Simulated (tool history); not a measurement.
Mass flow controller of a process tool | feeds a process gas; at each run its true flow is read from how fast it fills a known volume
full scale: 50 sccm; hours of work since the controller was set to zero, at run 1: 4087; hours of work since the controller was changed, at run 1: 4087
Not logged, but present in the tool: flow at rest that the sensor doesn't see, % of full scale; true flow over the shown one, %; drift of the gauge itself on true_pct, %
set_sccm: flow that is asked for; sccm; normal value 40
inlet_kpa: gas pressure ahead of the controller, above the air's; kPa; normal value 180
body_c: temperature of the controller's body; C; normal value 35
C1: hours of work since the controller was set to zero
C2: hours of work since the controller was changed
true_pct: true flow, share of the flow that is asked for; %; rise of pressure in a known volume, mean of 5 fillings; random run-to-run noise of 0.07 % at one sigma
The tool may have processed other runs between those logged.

Run 1, day 0.000: usual settings; C1 4087; C2 4087. Result: true_pct 98.70 %.
Run 2, day 3.638: usual settings; C1 4153; C2 4153. Result: true_pct 98.50 %.
Run 3, day 12.279: usual settings but inlet_kpa 155 kPa; C1 4311; C2 4311. Result: true_pct 98.28 %.
Run 4, day 17.325: usual settings; C1 4403; C2 4403. Result: true_pct 98.39 %.
Run 5, day 21.608: usual settings but set_sccm 47 sccm; C1 4481; C2 4481. Result: true_pct 98.42 %.
Run 6, day 26.938: usual settings but set_sccm 47 sccm; C1 4578; C2 4578. Result: true_pct 98.34 %.
Run 7, day 33.462: usual settings but inlet_kpa 170 kPa; C1 4697; C2 4697. Result: true_pct 97.99 %.
Run 8, day 39.333: usual settings but inlet_kpa 208 kPa; C1 4804; C2 4804. Result: true_pct 98.04 %.
Run 9, day 44.875: usual settings but inlet_kpa 277 kPa; C1 4905; C2 4905. Result: true_pct 98.16 %.
Run 10, day 49.162: usual settings; C1 4983; C2 4983. Result: true_pct 97.73 %.
Run 11, day 54.475: usual settings but set_sccm 30 sccm, inlet_kpa 279 kPa, body_c 39 C; C1 5079; C2 5079. Result: true_pct 97.36 %.

Run 12 is up next; what results do you expect?
Run 12, day 59.429: usual settings but set_sccm 30 sccm, inlet_kpa 225 kPa, body_c 24 C; C1 5170; C2 5170. Result: true_pct ?.

For run 12 the tool returned true_pct 98.36 %.
With no hidden state in the tool, this same run would have given true_pct 99.51 %.

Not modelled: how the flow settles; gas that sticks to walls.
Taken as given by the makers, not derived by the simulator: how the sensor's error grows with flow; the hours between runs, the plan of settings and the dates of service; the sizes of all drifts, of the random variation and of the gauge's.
